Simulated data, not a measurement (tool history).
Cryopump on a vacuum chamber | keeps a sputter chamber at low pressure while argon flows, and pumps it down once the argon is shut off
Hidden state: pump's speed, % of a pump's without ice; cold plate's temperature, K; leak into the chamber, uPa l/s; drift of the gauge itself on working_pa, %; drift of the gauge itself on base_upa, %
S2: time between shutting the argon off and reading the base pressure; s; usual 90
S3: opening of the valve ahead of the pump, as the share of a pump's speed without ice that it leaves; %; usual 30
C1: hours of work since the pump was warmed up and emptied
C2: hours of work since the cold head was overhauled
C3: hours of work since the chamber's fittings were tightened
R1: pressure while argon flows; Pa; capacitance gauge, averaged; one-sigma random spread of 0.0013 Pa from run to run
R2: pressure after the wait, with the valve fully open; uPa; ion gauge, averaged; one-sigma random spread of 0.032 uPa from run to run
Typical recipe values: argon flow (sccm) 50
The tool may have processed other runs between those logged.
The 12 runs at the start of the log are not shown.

{"run": 13, "hour": 305.5, "argon flow (sccm)": 50, "S2": 90, "S3": 47, "C1": 118, "C2": 998, "C3": 1320, "R1": 0.1956, "R2": 2.17}
{"run": 14, "hour": 344.1, "argon flow (sccm)": 50, "S2": 208, "S3": 30, "C1": 144, "C2": 1024, "C3": 1346, "R1": 0.3064, "R2": 1.39}
{"run": 15, "hour": 370.3, "argon flow (sccm)": 50, "S2": 90, "S3": 52, "C1": 162, "C2": 1042, "C3": 1364, "R1": 0.1791, "R2": 2.14}
{"run": 16, "hour": 402.0, "argon flow (sccm)": 50, "S2": 90, "S3": 52, "C1": 184, "C2": 1064, "C3": 1386, "R1": 0.1807, "R2": 2.18}
{"run": 17, "hour": 417.9, "argon flow (sccm)": 50, "S2": 90, "S3": 52, "C1": 195, "C2": 1075, "C3": 1397, "R1": 0.1792, "R2": 2.2}
{"run": 18, "hour": 434.9, "argon flow (sccm)": 72, "S2": 95, "S3": 52, "C1": 207, "C2": 1086, "C3": 1408, "R1": 0.2584, "R2": 2.09}
{"run": 19, "hour": 462.0, "argon flow (sccm)": 64, "S2": 142, "S3": 19, "C1": 225, "C2": 1105, "C3": 1427, "R1": 0.626, "R2": 1.72}
{"run": 20, "hour": 496.5, "argon flow (sccm)": 50, "S2": 25, "S3": 47, "C1": 249, "C2": 1129, "C3": 1451, "R1": 0.201, "R2": 5.54}
{"run": 21, "hour": 526.9, "argon flow (sccm)": 24, "S2": 25, "S3": 46, "C1": 270, "C2": 1150, "C3": 1472, "R1": 0.0974, "R2": 5.73}
{"run": 22, "hour": 546.6, "argon flow (sccm)": 24, "S2": 25, "S3": 46, "C1": 283, "C2": 1163, "C3": 1485, "R1": 0.0983, "R2": 5.56}
{"run": 23, "hour": 580.2, "argon flow (sccm)": 93, "S2": 25, "S3": 27, "C1": 306, "C2": 1186, "C3": 1508, "R1": 0.647, "R2": 5.76}
{"run": 24, "hour": 606.5, "argon flow (sccm)": 93, "S2": 25, "S3": 27, "C1": 324, "C2": 1204, "C3": 1526, "R1": 0.6422, "R2": 5.7}
{"run": 25, "hour": 626.3, "argon flow (sccm)": 93, "S2": 25, "S3": 27, "C1": 338, "C2": 1218, "C3": 1540, "R1": 0.6442, "R2": 5.8}
{"run": 26, "hour": 647.5, "argon flow (sccm)": 81, "S2": 136, "S3": 29, "C1": 353, "C2": 1232, "C3": 1554, "R1": 0.5212, "R2": 1.8}
{"run": 27, "hour": 685.5, "argon flow (sccm)": 50, "S2": 223, "S3": 39, "C1": 379, "C2": 1258, "C3": 1580, "R1": 0.2415, "R2": 1.51}
{"run": 28, "hour": 723.6, "argon flow (sccm)": 64, "S2": 200, "S3": 29, "C1": 405, "C2": 1285, "C3": 1607, "R1": 0.4133, "R2": 1.56}
{"run": 29, "hour": 748.9, "argon flow (sccm)": 64, "S2": 200, "S3": 29, "C1": 422, "C2": 1302, "C3": 1624, "R1": 0.4144, "R2": 1.58}
{"run": 30, "hour": 770.2, "argon flow (sccm)": 64, "S2": 200, "S3": 29, "C1": 437, "C2": 1317, "C3": 1639, "R1": 0.4141, "R2": 1.57}
{"run": 31, "hour": 794.5, "argon flow (sccm)": 64, "S2": 200, "S3": 29, "C1": 453, "C2": 1333, "C3": 1655, "R1": 0.4141, "R2": 1.59}
{"run": 32, "hour": 832.0, "argon flow (sccm)": 43, "S2": 264, "S3": 42, "C1": 479, "C2": 1359, "C3": 1681, "R1": 0.1962, "R2": 1.46}
{"run": 33, "hour": 854.3, "argon flow (sccm)": 43, "S2": 22, "S3": 46, "C1": 495, "C2": 1374, "C3": 1696, "R1": 0.1788, "R2": 6.45}
{"run": 34, "hour": 874.0, "argon flow (sccm)": 59, "S2": 22, "S3": 23, "C1": 508, "C2": 1388, "C3": 1710, "R1": 0.4794, "R2": 6.31}

Branching from run 34: 3 alternative next runs. What would each branch give?
{"run": "A", "hour": 894.1, "argon flow (sccm)": 89, "S2": 76, "S3": 17, "C1": 522, "C2": 1402, "C3": 1724, "R1": "?", "R2": "?"}
{"run": "B", "hour": 894.1, "argon flow (sccm)": 51, "S2": 22, "S3": 23, "C1": 522, "C2": 1402, "C3": 1724, "R1": "?", "R2": "?"}
{"run": "C", "hour": 894.1, "argon flow (sccm)": 50, "S2": 21, "S3": 30, "C1": 522, "C2": 1402, "C3": 1724, "R1": "?", "R2": "?"}

run=A R1=0.9727 R2=2.57
run=B R1=0.4135 R2=6.45
run=C R1=0.312 R2=6.69
Had the tool no hidden state, the same runs would have come out as:
run=A R1=0.9544 R2=1.89
run=B R1=0.4031 R2=5.76
run=C R1=0.3018 R2=6.01
